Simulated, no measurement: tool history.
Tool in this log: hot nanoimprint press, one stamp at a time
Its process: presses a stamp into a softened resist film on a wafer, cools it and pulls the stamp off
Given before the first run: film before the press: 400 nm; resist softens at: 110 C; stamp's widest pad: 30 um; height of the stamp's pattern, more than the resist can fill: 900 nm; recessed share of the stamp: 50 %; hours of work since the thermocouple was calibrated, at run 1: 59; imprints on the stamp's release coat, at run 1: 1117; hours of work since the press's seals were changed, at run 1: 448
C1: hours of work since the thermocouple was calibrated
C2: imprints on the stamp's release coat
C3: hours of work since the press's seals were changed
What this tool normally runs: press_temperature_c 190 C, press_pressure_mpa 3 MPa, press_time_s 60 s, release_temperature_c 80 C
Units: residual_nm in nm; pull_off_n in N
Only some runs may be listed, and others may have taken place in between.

{"run": 1, "hour": 0.0, "press_temperature_c": 190, "press_pressure_mpa": 3, "press_time_s": 60, "release_temperature_c": 80, "C1": 59, "C2": 1117, "C3": 448, "residual_nm": 177.7, "pull_off_n": 160}
{"run": 2, "hour": 57.0, "press_temperature_c": 190, "press_pressure_mpa": 3, "press_time_s": 60, "release_temperature_c": 80, "C1": 86, "C2": 1324, "C3": 475, "residual_nm": 179.9, "pull_off_n": 164}
{"run": 3, "hour": 137.0, "press_temperature_c": 190, "press_pressure_mpa": 3, "press_time_s": 60, "release_temperature_c": 80, "C1": 124, "C2": 1615, "C3": 513, "residual_nm": 180.7, "pull_off_n": 179}
{"run": 4, "hour": 177.7, "press_temperature_c": 190, "press_pressure_mpa": 3, "press_time_s": 60, "release_temperature_c": 80, "C1": 143, "C2": 1763, "C3": 532, "residual_nm": 182, "pull_off_n": 176}
{"hour": 198.9, "done": "stamp cleaned and given a new release coat"}
{"run": 5, "hour": 253.5, "press_temperature_c": 190, "press_pressure_mpa": 3, "press_time_s": 60, "release_temperature_c": 80, "C1": 176, "C2": 199, "C3": 565, "residual_nm": 183.2, "pull_off_n": 128}
{"run": 6, "hour": 290.7, "press_temperature_c": 190, "press_pressure_mpa": 3, "press_time_s": 60, "release_temperature_c": 74, "C1": 194, "C2": 334, "C3": 583, "residual_nm": 182.7, "pull_off_n": 147}
{"run": 7, "hour": 335.2, "press_temperature_c": 190, "press_pressure_mpa": 3, "press_time_s": 60, "release_temperature_c": 74, "C1": 215, "C2": 496, "C3": 604, "residual_nm": 184.7, "pull_off_n": 156}
{"run": 8, "hour": 407.3, "press_temperature_c": 190, "press_pressure_mpa": 3, "press_time_s": 60, "release_temperature_c": 74, "C1": 249, "C2": 758, "C3": 638, "residual_nm": 183, "pull_off_n": 158}
{"run": 9, "hour": 456.6, "press_temperature_c": 198, "press_pressure_mpa": 1.88, "press_time_s": 39, "release_temperature_c": 75, "C1": 272, "C2": 937, "C3": 662, "residual_nm": 195.3, "pull_off_n": 161}
{"run": 10, "hour": 501.7, "press_temperature_c": 181, "press_pressure_mpa": 3.19, "press_time_s": 99, "release_temperature_c": 73, "C1": 294, "C2": 1101, "C3": 683, "residual_nm": 217.4, "pull_off_n": 171}
{"run": 11, "hour": 568.4, "press_temperature_c": 183, "press_pressure_mpa": 3.52, "press_time_s": 37, "release_temperature_c": 75, "C1": 325, "C2": 1344, "C3": 714, "residual_nm": 264.4, "pull_off_n": 183}
{"hour": 614.9, "done": "plate thermocouple calibrated"}
{"hour": 632.8, "done": "press's hydraulic seals changed and the load cell set to zero"}
{"run": 12, "hour": 651.4, "press_temperature_c": 183, "press_pressure_mpa": 3.52, "press_time_s": 37, "release_temperature_c": 75, "C1": 14, "C2": 1606, "C3": 9, "residual_nm": 251.8, "pull_off_n": 191}

3 options for the next run, each taken on its own from the tool as it stands now. Forecast them:
{"run": "A", "hour": 704.5, "press_temperature_c": 194, "press_pressure_mpa": 3, "press_time_s": 89, "release_temperature_c": 69, "C1": 39, "C2": 1799, "C3": 34, "residual_nm": "?", "pull_off_n": "?"}
{"run": "B", "hour": 704.5, "press_temperature_c": 191, "press_pressure_mpa": 3, "press_time_s": 108, "release_temperature_c": 80, "C1": 39, "C2": 1799, "C3": 34, "residual_nm": "?", "pull_off_n": "?"}
{"run": "C", "hour": 704.5, "press_temperature_c": 182, "press_pressure_mpa": 3, "press_time_s": 85, "release_temperature_c": 74, "C1": 39, "C2": 1799, "C3": 34, "residual_nm": "?", "pull_off_n": "?"}

run=A residual_nm=125.7 pull_off_n=213
run=B residual_nm=132.6 pull_off_n=176
run=C residual_nm=217 pull_off_n=203
The same runs, with their run-to-run variation unchanged, on a tool lacking any hidden condition would have given:
run=A residual_nm=126.9 pull_off_n=146
run=B residual_nm=133.9 pull_off_n=121
run=C residual_nm=218.9 pull_off_n=139
